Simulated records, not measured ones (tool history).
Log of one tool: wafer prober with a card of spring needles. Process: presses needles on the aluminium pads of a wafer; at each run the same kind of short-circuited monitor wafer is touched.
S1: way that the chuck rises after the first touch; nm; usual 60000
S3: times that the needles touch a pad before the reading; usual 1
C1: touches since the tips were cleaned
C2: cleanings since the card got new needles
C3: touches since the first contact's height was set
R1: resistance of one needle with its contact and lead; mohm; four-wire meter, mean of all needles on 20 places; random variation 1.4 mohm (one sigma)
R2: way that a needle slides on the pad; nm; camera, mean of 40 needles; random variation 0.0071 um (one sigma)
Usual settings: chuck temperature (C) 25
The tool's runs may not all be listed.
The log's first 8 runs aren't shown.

-- hour=412.9 tips cleaned on abrasive film
-- hour=439.1 tips cleaned on abrasive film
run 9 hour=452.3 | S1=60000 chuck_temperature_(C)=25 S3=1 | C1=3754 C2=78 C3=134402 | R1=130 R2=7700
-- hour=462.8 tips cleaned on abrasive film
-- hour=485.9 height of the first contact set anew
-- hour=491.7 tips cleaned on abrasive film
-- hour=518.0 tips cleaned on abrasive film
run 10 hour=518.2 | S1=60000 chuck_temperature_(C)=25 S3=1 | C1=67 C2=81 C3=9132 | R1=129 R2=7703
-- hour=541.3 tips cleaned on abrasive film
-- hour=565.8 tips cleaned on abrasive film
run 11 hour=582.1 | S1=60000 chuck_temperature_(C)=25 S3=1 | C1=4633 C2=83 C3=27212 | R1=131 R2=7697
-- hour=593.6 tips cleaned on abrasive film
-- hour=617.4 tips cleaned on abrasive film
run 12 hour=630.1 | S1=60000 chuck_temperature_(C)=25 S3=1 | C1=3632 C2=85 C3=40814 | R1=130 R2=7696
-- hour=640.4 tips cleaned on abrasive film
-- hour=668.7 tips cleaned on abrasive film
-- hour=694.1 tips cleaned on abrasive film
run 13 hour=694.7 | S1=60000 chuck_temperature_(C)=25 S3=1 | C1=176 C2=88 C3=59069 | R1=133 R2=7715
-- hour=720.8 tips cleaned on abrasive film
run 14 hour=732.9 | S1=60000 chuck_temperature_(C)=25 S3=1 | C1=3445 C2=89 C3=69905 | R1=129 R2=7712
-- hour=744.4 tips cleaned on abrasive film
-- hour=770.1 tips cleaned on abrasive film
run 15 hour=778.1 | S1=60000 chuck_temperature_(C)=25 S3=1 | C1=2260 C2=91 C3=82677 | R1=135 R2=7716
-- hour=795.2 tips cleaned on abrasive film
-- hour=818.1 tips cleaned on abrasive film
-- hour=843.6 tips cleaned on abrasive film
run 16 hour=850.3 | S1=59000 chuck_temperature_(C)=35 S3=1 | C1=1890 C2=94 C3=103096 | R1=134 R2=7577
-- hour=870.4 tips cleaned on abrasive film
run 17 hour=892.3 | S1=59000 chuck_temperature_(C)=26 S3=1 | C1=6218 C2=95 C3=115011 | R1=135 R2=7580
-- hour=896.0 tips cleaned on abrasive film
-- hour=923.8 tips cleaned on abrasive film
-- hour=948.4 tips cleaned on abrasive film
run 18 hour=951.3 | S1=60000 chuck_temperature_(C)=27 S3=2 | C1=817 C2=98 C3=131685 | R1=130 R2=7714
-- hour=973.6 tips cleaned on abrasive film
-- hour=994.2 height of the first contact set anew
-- hour=1000.0 tips cleaned on abrasive film
-- hour=1026.8 tips cleaned on abrasive film
run 19 hour=1036.2 | S1=60000 chuck_temperature_(C)=27 S3=2 | C1=2644 C2=101 C3=11863 | R1=130 R2=7713
-- hour=1051.1 tips cleaned on abrasive film
-- hour=1077.4 tips cleaned on abrasive film
run 20 hour=1090.4 | S1=60000 chuck_temperature_(C)=25 S3=1 | C1=3706 C2=103 C3=27217 | R1=133 R2=7691
-- hour=1101.2 tips cleaned on abrasive film
-- hour=1126.7 tips cleaned on abrasive film
run 21 hour=1126.7 | S1=71000 chuck_temperature_(C)=69 S3=2 | C1=0 C2=105 C3=37461 | R1=136 R2=9113
-- hour=1152.7 tips cleaned on abrasive film
run 22 hour=1168.4 | S1=60000 chuck_temperature_(C)=52 S3=2 | C1=4470 C2=106 C3=49306 | R1=136 R2=7693
-- hour=1179.9 tips cleaned on abrasive film
-- hour=1206.9 tips cleaned on abrasive film
run 23 hour=1210.8 | S1=60000 chuck_temperature_(C)=52 S3=2 | C1=1127 C2=108 C3=61295 | R1=137 R2=7704
-- hour=1233.7 tips cleaned on abrasive film
-- hour=1258.2 tips cleaned on abrasive film
run 24 hour=1277.8 | S1=49000 chuck_temperature_(C)=33 S3=3 | C1=5567 C2=110 C3=80266 | R1=137 R2=6291
-- hour=1281.9 tips cleaned on abrasive film
-- hour=1306.7 tips cleaned on abrasive film
-- hour=1333.4 tips cleaned on abrasive film
run 25 hour=1350.9 | S1=64000 chuck_temperature_(C)=85 S3=1 | C1=4972 C2=113 C3=100930 | R1=140 R2=8211
-- hour=1356.6 tips cleaned on abrasive film
-- hour=1382.9 tips cleaned on abrasive film
-- hour=1410.0 tips cleaned on abrasive film
run 26 hour=1431.7 | S1=64000 chuck_temperature_(C)=85 S3=1 | C1=6171 C2=116 C3=123810 | R1=141 R2=8217
-- hour=1435.7 tips cleaned on abrasive film
-- hour=1462.1 tips cleaned on abrasive film
run 27 hour=1484.0 | S1=63000 chuck_temperature_(C)=49 S3=2 | C1=6215 C2=118 C3=138619 | R1=134 R2=8091
-- hour=1489.8 tips cleaned on abrasive film
-- hour=1506.8 height of the first contact set anew
-- hour=1516.8 tips cleaned on abrasive film
run 28 hour=1521.0 | S1=48000 chuck_temperature_(C)=25 S3=1 | C1=1216 C2=120 C3=4011 | R1=136 R2=6171
-- hour=1542.8 tips cleaned on abrasive film
-- hour=1567.7 tips cleaned on abrasive film
-- hour=1594.2 tips cleaned on abrasive film
run 29 hour=1605.0 | S1=60000 chuck_temperature_(C)=101 S3=1 | C1=3057 C2=123 C3=27771 | R1=142 R2=7712
-- hour=1620.9 tips cleaned on abrasive film
-- hour=1648.4 tips cleaned on abrasive film
run 30 hour=1657.5 | S1=60000 chuck_temperature_(C)=25 S3=2 | C1=2583 C2=125 C3=42633 | R1=131 R2=7704

3 ways to go on from here, each from the tool as it stands after run 30. What would each give?
-- hour=1672.4 tips cleaned on abrasive film
-- hour=1699.0 tips cleaned on abrasive film
run A hour=1699.7 | S1=68000 chuck_temperature_(C)=25 S3=1 | C1=176 C2=127 C3=54554 | R1=? R2=?
-- hour=1672.4 tips cleaned on abrasive film
-- hour=1699.0 tips cleaned on abrasive film
run B hour=1699.7 | S1=51000 chuck_temperature_(C)=33 S3=1 | C1=176 C2=127 C3=54554 | R1=? R2=?
-- hour=1672.4 tips cleaned on abrasive film
-- hour=1699.0 tips cleaned on abrasive film
run C hour=1699.7 | S1=41000 chuck_temperature_(C)=31 S3=2 | C1=176 C2=127 C3=54554 | R1=? R2=?

run=A R1=130 R2=8738
run=B R1=135 R2=6545
run=C R1=143 R2=5250
Without the tool's hidden state the same runs would have given:
run=A R1=130 R2=8739
run=B R1=135 R2=6546
run=C R1=143 R2=5250

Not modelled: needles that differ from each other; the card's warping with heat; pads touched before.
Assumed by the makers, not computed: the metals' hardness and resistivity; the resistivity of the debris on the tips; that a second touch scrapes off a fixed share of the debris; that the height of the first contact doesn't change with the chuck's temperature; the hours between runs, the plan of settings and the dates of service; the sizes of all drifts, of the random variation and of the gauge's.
